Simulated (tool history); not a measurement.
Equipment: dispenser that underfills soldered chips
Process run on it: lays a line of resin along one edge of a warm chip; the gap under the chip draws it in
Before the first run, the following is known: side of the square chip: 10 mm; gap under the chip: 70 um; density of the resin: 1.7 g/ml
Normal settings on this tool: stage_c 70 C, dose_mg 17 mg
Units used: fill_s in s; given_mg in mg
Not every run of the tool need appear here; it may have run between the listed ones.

| run | day | stage_c | dose_mg | fill_s | given_mg |
|---|---|---|---|---|---|
| 1 | 0 | 70 | 17 | 109.5 | 15.69 |
| 2 | 0.183 | 70 | 17 | 131.5 | 15.61 |
|  | 0.304 | new syringe of resin |
| 3 | 0.304 | 70 | 20.5 | 101 | 18.85 |
| 4 | 0.396 | 70 | 17 | 116.9 | 15.6 |
| 5 | 0.558 | 70 | 17 | 141.4 | 15.55 |
|  | 0.658 | new syringe of resin |
| 6 | 0.742 | 70 | 17 | 113 | 15.51 |
| 7 | 0.858 | 70 | 17 | 129.2 | 15.44 |
|  | 1.012 | new syringe of resin |
| 8 | 1.058 | 57 | 17 | 207.5 | 15.33 |
| 9 | 1.254 | 82 | 17 | 76.3 | 15.33 |
|  | 1.358 | new syringe of resin |
| 10 | 1.467 | 82 | 17 | 67.7 | 15.15 |
|  | 1.658 | dispensing valve cleaned and set on the balance |
| 11 | 1.658 | 70 | 14.5 | 139.6 | 14.48 |
|  | 1.75 | new syringe of resin |
| 12 | 1.817 | 70 | 14.5 | 113.3 | 14.31 |
| 13 | 1.962 | 70 | 14.5 | 134.9 | 14.51 |
| 14 | 2.075 | 70 | 14.5 | 149.5 | 14.43 |
|  | 2.104 | new syringe of resin |
| 15 | 2.2 | 63 | 14.7 | 166.7 | 14.57 |
| 16 | 2.338 | 58 | 15.3 | 246.6 | 15.17 |
|  | 2.45 | new syringe of resin |
| 17 | 2.504 | 70 | 15.1 | 111.8 | 14.81 |
| 18 | 2.692 | 56 | 15.2 | 270.5 | 15 |
|  | 2.8 | new syringe of resin |
| 19 | 2.875 | 62 | 15.9 | 172.9 | 15.72 |
| 20 | 3.025 | 69 | 19.8 | 137 | 19.4 |
|  | 3.146 | new syringe of resin |
| 21 | 3.158 | 69 | 19.8 | 105.2 | 19.18 |
| 22 | 3.312 | 69 | 19.8 | 125.4 | 19.25 |
|  | 3.492 | new syringe of resin |
| 23 | 3.508 | 80 | 19.6 | 65.3 | 19.12 |
| 24 | 3.683 | 57 | 17.9 | 243.5 | 17.19 |
|  | 3.838 | new syringe of resin |
| 25 | 3.838 | 70 | 21.5 | 100.5 | 20.72 |
| 26 | 3.988 | 74 | 16.3 | 102.1 | 15.56 |

Alternative continuations, all from the tool just after run 26; predict every row:
| A | 4.129 | 82 | 18.4 | ? | ? |
| B | 4.129 | 74 | 19.1 | ? | ? |
| C | 4.129 | 79 | 19 | ? | ? |
| D | 4.129 | 56 | 17 | ? | ? |

| run | fill_s | given_mg |
|---|---|---|
| A | 79.8 | 17.75 |
| B | 111.7 | 18.29 |
| C | 92.3 | 18.37 |
| D | 283.3 | 16.36 |
What these runs would have given with no unlogged condition in the tool:
| run | fill_s | given_mg |
|---|---|---|
| A | 57.6 | 18.48 |
| B | 80.6 | 19.03 |
| C | 66.8 | 19.12 |
| D | 203.8 | 17.03 |
